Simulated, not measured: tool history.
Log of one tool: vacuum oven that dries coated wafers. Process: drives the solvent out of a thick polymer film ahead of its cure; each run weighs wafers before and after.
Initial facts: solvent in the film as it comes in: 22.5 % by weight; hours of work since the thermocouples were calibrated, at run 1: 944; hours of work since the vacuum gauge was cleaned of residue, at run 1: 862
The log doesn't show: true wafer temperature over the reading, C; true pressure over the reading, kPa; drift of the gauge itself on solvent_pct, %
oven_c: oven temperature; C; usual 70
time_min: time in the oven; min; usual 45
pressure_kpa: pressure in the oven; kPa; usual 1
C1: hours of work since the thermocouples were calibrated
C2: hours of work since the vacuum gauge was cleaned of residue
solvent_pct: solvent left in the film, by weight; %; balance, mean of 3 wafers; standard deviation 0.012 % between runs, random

Run 1, hour 0: usual settings; C1 944; C2 862. Result: solvent_pct 1.09 %.
At hour 47.2: oven's thermocouples calibrated.
Run 2, hour 50.6: usual settings; C1 2; C2 884. Result: solvent_pct 1.08 %.
Run 3, hour 100.1: usual settings; C1 24; C2 906. Result: solvent_pct 1.09 %.
Run 4, hour 148.2: usual settings; C1 45; C2 928. Result: solvent_pct 1.07 %.
Run 5, hour 194.1: usual settings; C1 66; C2 948. Result: solvent_pct 1.08 %.
Run 6, hour 260: usual settings; C1 96; C2 978. Result: solvent_pct 1.08 %.
Run 7, hour 316.7: usual settings; C1 121; C2 1003. Result: solvent_pct 1.07 %.
Run 8, hour 350.1: usual settings; C1 136; C2 1018. Result: solvent_pct 1.06 %.
Run 9, hour 416.9: usual settings; C1 166; C2 1049. Result: solvent_pct 1.06 %.
Run 10, hour 481.7: usual settings; C1 196; C2 1078. Result: solvent_pct 1.07 %.
Run 11, hour 519.8: usual settings; C1 213; C2 1095. Result: solvent_pct 1.09 %.
Run 12, hour 576: usual settings; C1 238; C2 1120. Result: solvent_pct 1.08 %.
Run 13, hour 609.5: usual settings; C1 253; C2 1135. Result: solvent_pct 1.09 %.
Run 14, hour 659.8: usual settings; C1 276; C2 1158. Result: solvent_pct 1.09 %.
Run 15, hour 722.2: usual settings but time_min 28 min; C1 304; C2 1186. Result: solvent_pct 2.68 %.
Run 16, hour 761.6: usual settings but time_min 28 min; C1 322; C2 1204. Result: solvent_pct 2.68 %.
Run 17, hour 822.2: usual settings but time_min 28 min; C1 349; C2 1231. Result: solvent_pct 2.68 %.
Run 18, hour 880.9: usual settings; C1 375; C2 1257. Result: solvent_pct 1.06 %.
Run 19, hour 922.7: usual settings; C1 394; C2 1276. Result: solvent_pct 1.08 %.
Run 20, hour 966: usual settings; C1 414; C2 1296. Result: solvent_pct 1.09 %.
Run 21, hour 1018.1: usual settings; C1 437; C2 1319. Result: solvent_pct 1.07 %.
Run 22, hour 1061.1: usual settings; C1 456; C2 1338. Result: solvent_pct 1.09 %.
Run 23, hour 1128.6: usual settings; C1 487; C2 1369. Result: solvent_pct 1.08 %.
Run 24, hour 1169.8: usual settings; C1 505; C2 1387. Result: solvent_pct 1.08 %.
Run 25, hour 1237.2: usual settings; C1 536; C2 1418. Result: solvent_pct 1.07 %.
Run 26, hour 1268.3: usual settings but time_min 52 min, pressure_kpa 0.65 kPa; C1 550; C2 1432. Result: solvent_pct 0.69 %.
Run 27, hour 1327.4: usual settings but oven_c 80 C, time_min 68 min; C1 576; C2 1458. Result: solvent_pct 0.3 %.
Run 28, hour 1362.7: usual settings but oven_c 66 C, time_min 42 min, pressure_kpa 0.76 kPa; C1 592; C2 1474. Result: solvent_pct 2.2 %.
Run 29, hour 1427.1: usual settings but oven_c 66 C, time_min 42 min, pressure_kpa 0.76 kPa; C1 621; C2 1503. Result: solvent_pct 2.23 %.
Run 30, hour 1474.7: usual settings but oven_c 63 C, time_min 36 min, pressure_kpa 2.76 kPa; C1 643; C2 1525. Result: solvent_pct 5.26 %.
Run 31, hour 1508.3: usual settings but oven_c 62 C, time_min 42 min, pressure_kpa 0.86 kPa; C1 658; C2 1540. Result: solvent_pct 3.88 %.
Run 32, hour 1577: usual settings but oven_c 78 C, time_min 47 min, pressure_kpa 1.1 kPa; C1 689; C2 1571. Result: solvent_pct 0.39 %.
Run 33, hour 1607.1: usual settings but oven_c 78 C, time_min 47 min, pressure_kpa 1.1 kPa; C1 702; C2 1584. Result: solvent_pct 0.38 %.
Run 34, hour 1661.3: usual settings but oven_c 78 C, time_min 47 min, pressure_kpa 1.54 kPa; C1 727; C2 1609. Result: solvent_pct 0.53 %.
Run 35, hour 1729.5: usual settings but oven_c 59 C, time_min 46 min, pressure_kpa 1.13 kPa; C1 757; C2 1639. Result: solvent_pct 5.03 %.
Run 36, hour 1787.8: usual settings but oven_c 63 C, time_min 46 min, pressure_kpa 1.15 kPa; C1 784; C2 1666. Result: solvent_pct 3.16 %.
Run 37, hour 1850: usual settings but oven_c 63 C, time_min 25 min, pressure_kpa 3.88 kPa; C1 811; C2 1694. Result: solvent_pct 7.89 %.
Run 38, hour 1910.5: usual settings but pressure_kpa 1.09 kPa; C1 839; C2 1721. Result: solvent_pct 1.12 %.
Run 39, hour 1946.1: usual settings but pressure_kpa 1.09 kPa; C1 855; C2 1737. Result: solvent_pct 1.12 %.
Run 40, hour 1977: usual settings but oven_c 56 C, pressure_kpa 0.53 kPa; C1 869; C2 1751. Result: solvent_pct 6.44 %.
Run 41, hour 2014: usual settings but oven_c 56 C, pressure_kpa 0.53 kPa; C1 885; C2 1767. Result: solvent_pct 6.41 %.
Run 42, hour 2047: usual settings but oven_c 56 C, pressure_kpa 0.53 kPa; C1 900; C2 1782. Result: solvent_pct 6.43 %.
Run 43, hour 2095.3: usual settings but oven_c 56 C, pressure_kpa 0.53 kPa; C1 922; C2 1804. Result: solvent_pct 6.42 %.
Run 44, hour 2137.3: usual settings but oven_c 80 C, time_min 48 min, pressure_kpa 2.52 kPa; C1 941; C2 1823. Result: solvent_pct 0.77 %.
At hour 2190: oven's thermocouples calibrated.
Run 45, hour 2196.3: usual settings but oven_c 64 C, time_min 57 min; C1 3; C2 1849. Result: solvent_pct 1.83 %.
Run 46, hour 2247: usual settings but time_min 47 min, pressure_kpa 3.36 kPa; C1 26; C2 1871. Result: solvent_pct 2.03 %.
Run 47, hour 2313.5: usual settings but time_min 24 min; C1 56; C2 1901. Result: solvent_pct 3.46 %.

Take each entry between the runs: how does the hidden state at the last listed run before it differ from the hidden state at the first listed run after it?
After run 1, before run 2: oven's thermocouples calibrated (hour 47.2)
  true wafer temperature over the reading, C: 0.02 -> 0; true pressure over the reading, kPa: 0.009 -> 0.01
After run 44, before run 45: oven's thermocouples calibrated (hour 2190)
  true wafer temperature over the reading, C: 0.02 -> -0.01

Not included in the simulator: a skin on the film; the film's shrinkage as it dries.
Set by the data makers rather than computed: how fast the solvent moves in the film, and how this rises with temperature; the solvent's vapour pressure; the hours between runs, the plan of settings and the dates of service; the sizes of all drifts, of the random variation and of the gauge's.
